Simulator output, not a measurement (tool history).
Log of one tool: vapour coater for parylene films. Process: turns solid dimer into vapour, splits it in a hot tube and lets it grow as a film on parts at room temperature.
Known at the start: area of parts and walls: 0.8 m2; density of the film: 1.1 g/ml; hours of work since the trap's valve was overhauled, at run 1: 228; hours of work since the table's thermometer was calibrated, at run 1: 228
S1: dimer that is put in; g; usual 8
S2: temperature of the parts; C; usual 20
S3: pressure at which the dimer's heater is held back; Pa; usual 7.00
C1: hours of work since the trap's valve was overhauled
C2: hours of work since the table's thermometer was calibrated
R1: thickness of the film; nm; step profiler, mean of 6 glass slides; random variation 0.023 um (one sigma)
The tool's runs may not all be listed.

{"run": 1, "day": 0.0, "S1": 8, "S2": 20, "S3": 7.0, "C1": 228, "C2": 228, "R1": 6040}
{"run": 2, "day": 1.758, "S1": 8, "S2": 20, "S3": 10.23, "C1": 265, "C2": 265, "R1": 5790}
{"run": 3, "day": 4.717, "S1": 8, "S2": 20, "S3": 10.23, "C1": 328, "C2": 328, "R1": 5760}
{"run": 4, "day": 6.692, "S1": 8, "S2": 20, "S3": 10.23, "C1": 370, "C2": 370, "R1": 5770}
{"run": 5, "day": 10.35, "S1": 8, "S2": 20, "S3": 10.23, "C1": 448, "C2": 448, "R1": 5760}
{"day": 13.608, "done": "trap's valve overhauled"}
{"run": 6, "day": 14.062, "S1": 8, "S2": 20, "S3": 10.23, "C1": 10, "C2": 523, "R1": 5800}
{"run": 7, "day": 17.6, "S1": 8, "S2": 20, "S3": 10.23, "C1": 85, "C2": 598, "R1": 5760}
{"run": 8, "day": 20.979, "S1": 8, "S2": 20, "S3": 10.23, "C1": 157, "C2": 670, "R1": 5770}
{"run": 9, "day": 22.575, "S1": 8, "S2": 20, "S3": 10.23, "C1": 190, "C2": 704, "R1": 5760}
{"run": 10, "day": 25.021, "S1": 8, "S2": 20, "S3": 10.23, "C1": 242, "C2": 756, "R1": 5770}
{"run": 11, "day": 28.2, "S1": 8, "S2": 20, "S3": 10.23, "C1": 310, "C2": 823, "R1": 5720}
{"run": 12, "day": 31.008, "S1": 8, "S2": 20, "S3": 7.0, "C1": 369, "C2": 883, "R1": 6020}
{"run": 13, "day": 34.558, "S1": 8, "S2": 22, "S3": 7.0, "C1": 445, "C2": 958, "R1": 5680}
{"run": 14, "day": 36.625, "S1": 8, "S2": 20, "S3": 7.0, "C1": 489, "C2": 1002, "R1": 6020}
{"day": 37.925, "done": "trap's valve overhauled"}
{"run": 15, "day": 38.483, "S1": 3, "S2": 22, "S3": 2.33, "C1": 12, "C2": 1038, "R1": 2470}
{"run": 16, "day": 41.25, "S1": 5, "S2": 27, "S3": 2.44, "C1": 71, "C2": 1097, "R1": 3610}
{"run": 17, "day": 43.925, "S1": 5, "S2": 27, "S3": 2.44, "C1": 127, "C2": 1153, "R1": 3570}
{"run": 18, "day": 45.875, "S1": 14, "S2": 19, "S3": 3.38, "C1": 169, "C2": 1195, "R1": 11900}
{"run": 19, "day": 48.658, "S1": 14, "S2": 19, "S3": 3.38, "C1": 228, "C2": 1254, "R1": 11910}
{"run": 20, "day": 51.183, "S1": 7, "S2": 19, "S3": 3.38, "C1": 282, "C2": 1308, "R1": 5930}
{"run": 21, "day": 53.367, "S1": 7, "S2": 19, "S3": 3.38, "C1": 328, "C2": 1354, "R1": 5950}
{"run": 22, "day": 55.062, "S1": 8, "S2": 26, "S3": 7.0, "C1": 364, "C2": 1390, "R1": 5140}
{"run": 23, "day": 58.742, "S1": 8, "S2": 20, "S3": 6.86, "C1": 442, "C2": 1468, "R1": 6030}
{"run": 24, "day": 60.671, "S1": 13, "S2": 28, "S3": 6.86, "C1": 483, "C2": 1509, "R1": 7970}
{"day": 62.208, "done": "trap's valve overhauled"}
{"run": 25, "day": 62.712, "S1": 7, "S2": 28, "S3": 6.89, "C1": 11, "C2": 1549, "R1": 4320}
{"run": 26, "day": 66.367, "S1": 9, "S2": 13, "S3": 2.48, "C1": 88, "C2": 1626, "R1": 9320}
{"run": 27, "day": 68.121, "S1": 9, "S2": 13, "S3": 2.48, "C1": 126, "C2": 1664, "R1": 9280}
{"run": 28, "day": 70.067, "S1": 7, "S2": 13, "S3": 5.99, "C1": 167, "C2": 1705, "R1": 6460}

5 ways to go on from here, each from the tool as it stands after run 28. What would each give?
{"run": "A", "day": 72.271, "S1": 7, "S2": 19, "S3": 11.09, "C1": 214, "C2": 1752, "R1": "?"}
{"run": "B", "day": 72.271, "S1": 7, "S2": 20, "S3": 6.78, "C1": 214, "C2": 1752, "R1": "?"}
{"run": "C", "day": 72.271, "S1": 8, "S2": 21, "S3": 7.0, "C1": 214, "C2": 1752, "R1": "?"}
{"run": "D", "day": 72.271, "S1": 5, "S2": 13, "S3": 6.96, "C1": 214, "C2": 1752, "R1": "?"}
{"run": "E", "day": 72.271, "S1": 4, "S2": 20, "S3": 2.5, "C1": 214, "C2": 1752, "R1": "?"}

run=A R1=5140
run=B R1=5330
run=C R1=5890
run=D R1=4510
run=E R1=3430
Without the tool's hidden state the same runs would have given:
run=A R1=5140
run=B R1=5330
run=C R1=5890
run=D R1=4510
run=E R1=3430
